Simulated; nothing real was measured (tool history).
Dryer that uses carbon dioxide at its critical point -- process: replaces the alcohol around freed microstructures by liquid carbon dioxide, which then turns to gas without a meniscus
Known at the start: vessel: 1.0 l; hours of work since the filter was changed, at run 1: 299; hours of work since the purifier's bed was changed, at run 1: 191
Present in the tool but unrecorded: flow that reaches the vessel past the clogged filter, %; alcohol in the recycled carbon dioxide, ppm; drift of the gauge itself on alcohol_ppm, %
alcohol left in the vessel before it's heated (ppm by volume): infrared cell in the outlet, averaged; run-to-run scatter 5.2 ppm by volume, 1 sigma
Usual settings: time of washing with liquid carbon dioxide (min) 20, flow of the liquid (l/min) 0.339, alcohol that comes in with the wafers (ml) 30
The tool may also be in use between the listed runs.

run	hour	time of washing with liquid carbon dioxide (min)	flow of the liquid (l/min)	alcohol that comes in with the wafers (ml)	hours of work since the filter was changed	hours of work since the purifier's bed was changed	alcohol left in the vessel before it's heated (ppm by volume)
1	0	20	0.339	30	299	191	223
2	11.1	20	0.339	30	306	197	214
3	20.3	20	0.47	30	311	203	65
4	27.8	20	0.47	30	316	207	69
5	41.5	20	0.47	30	324	215	70
6	49.6	20	0.47	30	329	220	73
7	61.5	20	0.47	30	336	227	78
8	71.1	20	0.223	30	342	233	1117
9	85.6	20	0.223	30	350	242	1079
10	93.8	20	0.289	30	355	247	449
11	106.4	20	0.289	30	363	254	467
12	112.6	20	0.289	111	366	258	1566
13	125.3	20	0.339	64	374	265	489
14	137.2	20	0.328	39	381	273	370
15	150.6	20	0.391	28	389	281	147
16	163.3	20	0.371	44	397	288	246

Forecast run 17:
17	175.6	31	0.204	21	404	295	?

{"run 17": {"alcohol left in the vessel before it's heated (ppm by volume)": 266}}
The same run, on a tool lacking any hidden state, would have yielded alcohol left in the vessel before it's heated (ppm by volume) 92.
